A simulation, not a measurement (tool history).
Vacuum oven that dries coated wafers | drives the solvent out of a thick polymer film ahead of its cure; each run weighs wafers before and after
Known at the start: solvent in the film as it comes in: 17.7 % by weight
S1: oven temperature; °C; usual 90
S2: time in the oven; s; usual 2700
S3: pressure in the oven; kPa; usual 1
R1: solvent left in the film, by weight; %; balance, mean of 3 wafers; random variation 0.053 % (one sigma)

Run 1, hour 0: usual settings. Result: R1 1.67 %.
Run 2, hour 34: usual settings. Result: R1 1.61 %.
Run 3, hour 78: usual settings but S1 99 °C. Result: R1 0.93 %.
Run 4, hour 105.3: usual settings. Result: R1 1.68 %.
Run 5, hour 136.7: usual settings. Result: R1 1.6 %.
Run 6, hour 181.1: usual settings. Result: R1 1.6 %.
Run 7, hour 223.5: usual settings. Result: R1 1.7 %.
Run 8, hour 245.7: usual settings. Result: R1 1.73 %.
Run 9, hour 274.9: usual settings. Result: R1 1.71 %.
At hour 278.8: vacuum gauge cleaned of residue and calibrated.
Run 10, hour 320.1: usual settings. Result: R1 1.81 %.
Run 11, hour 359.7: usual settings. Result: R1 1.78 %.
Run 12, hour 397.6: usual settings. Result: R1 1.74 %.
Run 13, hour 422.5: usual settings. Result: R1 1.71 %.
Run 14, hour 457.7: usual settings. Result: R1 1.85 %.
At hour 469.9: oven's thermocouples calibrated.
Run 15, hour 498.6: usual settings. Result: R1 2.14 %.
Run 16, hour 528.8: usual settings. Result: R1 2.03 %.
At hour 533.4: vacuum gauge cleaned of residue and calibrated, once more.
Run 17, hour 571.5: usual settings but S2 4380 s, S3 1.31 kPa. Result: R1 1.43 %.
Run 18, hour 607.8: usual settings but S1 86 °C, S2 2760 s, S3 1.1 kPa. Result: R1 2.34 %.
Run 19, hour 651.1: usual settings but S1 86 °C, S2 2760 s, S3 1.1 kPa. Result: R1 2.38 %.
Run 20, hour 695.4: usual settings but S1 86 °C, S2 2760 s, S3 1.1 kPa. Result: R1 2.28 %.
Run 21, hour 735: usual settings but S1 83 °C, S3 0.76 kPa. Result: R1 2.64 %.
Run 22, hour 773.1: usual settings but S1 83 °C, S3 1.41 kPa. Result: R1 3.42 %.
Run 23, hour 797.2: usual settings but S1 83 °C, S3 1.41 kPa. Result: R1 3.4 %.
Run 24, hour 835.4: usual settings but S1 83 °C, S3 1.41 kPa. Result: R1 3.43 %.
Run 25, hour 866.9: usual settings but S1 94 °C. Result: R1 1.21 %.
Run 26, hour 892.7: usual settings but S1 94 °C. Result: R1 1.2 %.
Run 27, hour 920.5: usual settings but S1 94 °C. Result: R1 1.15 %.
Run 28, hour 965.2: usual settings but S1 94 °C. Result: R1 1.24 %.
Run 29, hour 993.3: usual settings but S1 92 °C, S2 1560 s. Result: R1 2.79 %.

The same runs without the tool's hidden state, with the same run-to-run variation:
The hidden state here: true wafer temperature over the reading, C; true pressure over the reading, kPa; drift of the gauge itself on solvent_pct, %.
run    R1
  1  1.67
  2  1.61
  3  0.85
  4  1.67
  5  1.59
  6  1.58
  7  1.68
  8  1.71
  9  1.69
 10   1.7
 11  1.67
 12  1.63
 13   1.6
 14  1.73
 15  1.66
 16  1.56
 17  1.42
 18  2.31
 19  2.35
 20  2.25
 21  2.62
 22  3.41
 23  3.39
 24  3.42
 25  1.17
 26  1.16
 27   1.1
 28  1.19
 29  2.82
